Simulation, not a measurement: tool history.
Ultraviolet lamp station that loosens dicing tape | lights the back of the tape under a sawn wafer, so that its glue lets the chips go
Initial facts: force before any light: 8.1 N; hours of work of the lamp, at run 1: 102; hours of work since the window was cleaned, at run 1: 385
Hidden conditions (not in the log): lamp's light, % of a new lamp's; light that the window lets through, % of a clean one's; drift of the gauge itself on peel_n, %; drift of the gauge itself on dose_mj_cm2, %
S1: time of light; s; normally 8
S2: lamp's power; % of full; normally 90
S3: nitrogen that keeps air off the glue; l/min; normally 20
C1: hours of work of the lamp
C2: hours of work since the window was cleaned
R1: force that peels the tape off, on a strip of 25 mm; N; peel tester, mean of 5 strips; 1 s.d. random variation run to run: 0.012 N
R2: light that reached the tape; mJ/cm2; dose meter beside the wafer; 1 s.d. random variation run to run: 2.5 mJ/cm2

Run 1, day 0: usual settings; C1 102; C2 385. Result: R1 0.614 N, R2 287 mJ/cm2.
Run 2, day 0.475: usual settings; C1 109; C2 392. Result: R1 0.651 N, R2 286 mJ/cm2.
Run 3, day 0.883: usual settings but S3 26 l/min; C1 115; C2 398. Result: R1 0.568 N, R2 286 mJ/cm2.
Run 4, day 1.238: usual settings but S3 26 l/min; C1 121; C2 404. Result: R1 0.586 N, R2 284 mJ/cm2.
Run 5, day 1.842: usual settings but S1 7 s; C1 130; C2 413. Result: R1 0.824 N, R2 247 mJ/cm2.
Run 6, day 2.196: usual settings; C1 135; C2 418. Result: R1 0.638 N, R2 283 mJ/cm2.
Run 7, day 2.7: usual settings; C1 143; C2 426. Result: R1 0.662 N, R2 285 mJ/cm2.
Run 8, day 3.296: usual settings; C1 152; C2 435. Result: R1 0.676 N, R2 283 mJ/cm2.
Run 9, day 3.804: usual settings but S3 26 l/min; C1 159; C2 442. Result: R1 0.599 N, R2 281 mJ/cm2.
Run 10, day 4.433: usual settings but S3 26 l/min; C1 169; C2 452. Result: R1 0.595 N, R2 282 mJ/cm2.
Run 11, day 4.979: usual settings but S3 26 l/min; C1 177; C2 460. Result: R1 0.615 N, R2 277 mJ/cm2.
Run 12, day 5.496: usual settings but S3 26 l/min; C1 185; C2 468. Result: R1 0.606 N, R2 279 mJ/cm2.
Run 13, day 6.042: usual settings but S3 26 l/min; C1 193; C2 476. Result: R1 0.61 N, R2 280 mJ/cm2.
Run 14, day 6.496: usual settings; C1 200; C2 483. Result: R1 0.652 N, R2 276 mJ/cm2.
Run 15, day 6.779: usual settings but S1 5 s, S2 95 % of full, S3 17 l/min; C1 204; C2 487. Result: R1 1.512 N, R2 181 mJ/cm2.
Run 16, day 7.375: usual settings but S1 5 s, S2 95 % of full, S3 17 l/min; C1 213; C2 496. Result: R1 1.531 N, R2 182 mJ/cm2.
Run 17, day 8.021: usual settings but S1 6 s, S3 14 l/min; C1 223; C2 506. Result: R1 1.37 N, R2 206 mJ/cm2.
Run 18, day 8.475: usual settings but S2 88 % of full, S3 8 l/min; C1 230; C2 513. Result: R1 1.105 N, R2 271 mJ/cm2.
Run 19, day 9.021: usual settings but S2 77 % of full, S3 40 l/min; C1 238; C2 521. Result: R1 0.754 N, R2 235 mJ/cm2.
Run 20, day 9.342: usual settings but S2 87 % of full, S3 40 l/min; C1 243; C2 526. Result: R1 0.605 N, R2 268 mJ/cm2.
Run 21, day 9.996: usual settings but S1 6 s, S2 85 % of full; C1 253; C2 536. Result: R1 1.337 N, R2 190 mJ/cm2.
Run 22, day 10.479: usual settings but S1 6 s, S2 91 % of full, S3 14 l/min; C1 260; C2 543. Result: R1 1.353 N, R2 208 mJ/cm2.
Run 23, day 10.892: usual settings but S3 25 l/min; C1 266; C2 549. Result: R1 0.662 N, R2 270 mJ/cm2.
Run 24, day 11.329: usual settings but S1 13 s; C1 273; C2 556. Result: R1 0.291 N, R2 436 mJ/cm2.
Run 25, day 11.858: usual settings but S1 6 s, S2 95 % of full; C1 281; C2 564. Result: R1 1.107 N, R2 216 mJ/cm2.
Run 26, day 12.333: usual settings but S1 6 s, S2 95 % of full; C1 288; C2 571. Result: R1 1.171 N, R2 214 mJ/cm2.
Run 27, day 12.821: usual settings but S1 7 s, S2 88 % of full, S3 17 l/min; C1 295; C2 578. Result: R1 1.058 N, R2 231 mJ/cm2.

Per-run results on a tool with no hidden state, each run keeping its own random variation:
run     R1   R2
  1  0.521  312
  2  0.551  312
  3  0.477  313
  4  0.492  311
  5  0.687  272
  6  0.527  312
  7  0.545  315
  8  0.552  313
  9  0.487  312
 10   0.48  314
 11  0.494  310
 12  0.484  312
 13  0.484  315
 14  0.511  311
 15  1.238  205
 16  1.247  206
 17  1.093  235
 18  0.865  309
 19  0.576  269
 20  0.461  307
 21  1.044  220
 22  1.054  240
 23  0.495  313
 24  0.244  507
 25  0.832  251
 26  0.877  250
 27  0.786  270

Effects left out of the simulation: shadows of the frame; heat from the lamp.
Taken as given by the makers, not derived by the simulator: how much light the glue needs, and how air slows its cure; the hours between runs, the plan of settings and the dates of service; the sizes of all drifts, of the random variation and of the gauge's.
